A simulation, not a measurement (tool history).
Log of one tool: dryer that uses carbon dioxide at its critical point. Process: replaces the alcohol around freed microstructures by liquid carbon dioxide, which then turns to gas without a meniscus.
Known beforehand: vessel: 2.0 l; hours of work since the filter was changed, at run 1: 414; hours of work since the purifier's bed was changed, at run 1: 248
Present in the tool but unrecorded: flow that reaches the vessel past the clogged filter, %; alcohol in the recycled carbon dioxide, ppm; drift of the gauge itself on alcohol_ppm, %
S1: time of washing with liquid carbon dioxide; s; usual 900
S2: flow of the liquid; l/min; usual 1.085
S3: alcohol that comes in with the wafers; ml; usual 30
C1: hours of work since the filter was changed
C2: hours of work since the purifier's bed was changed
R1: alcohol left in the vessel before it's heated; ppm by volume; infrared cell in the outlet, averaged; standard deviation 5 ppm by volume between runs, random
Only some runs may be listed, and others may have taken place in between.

run     day    S1     S2   S3   C1   C2   R1
  1   0.000   900  1.085   30  414  248  181
      0.821  -- inlet filter changed
  2   0.929   900  1.085   30    2  261  122
  3   1.838   900  1.085   30   14  274  121
  4   2.908   900  1.085   30   30  289  115
  5   3.971   900  1.085  107   45  304  205
  6   4.983   900  1.085   64   59  318  165
  7   5.704   900  1.085   38   69  328  150
  8   6.912  1260  1.085   51   86  345  105
  9   7.788  1260  1.490   51   98  358   88
 10   9.075  1020  1.085   30  117  376  128
 11  10.146   900  1.085   90  132  391  244
 12  11.092   900  1.085   90  145  404  251
 13  12.238   900  1.085   90  161  421  262

5 options for the next run, each taken on its own from the tool as it stands now. Forecast them:
  A  13.517   900  1.010  23  179  439   ?
  B  13.517   600  1.690  48  179  439   ?
  C  13.517   960  1.010  25  179  439   ?
  D  13.517   660  1.085  80  179  439   ?
  E  13.517  1200  1.030  94  179  439   ?

run   R1
  A  182
  B  184
  C  168
  D  747
  E  165
What these runs would have given with no unlogged condition in the tool:
run   R1
  A   44
  B   38
  C   31
  D  448
  E   29
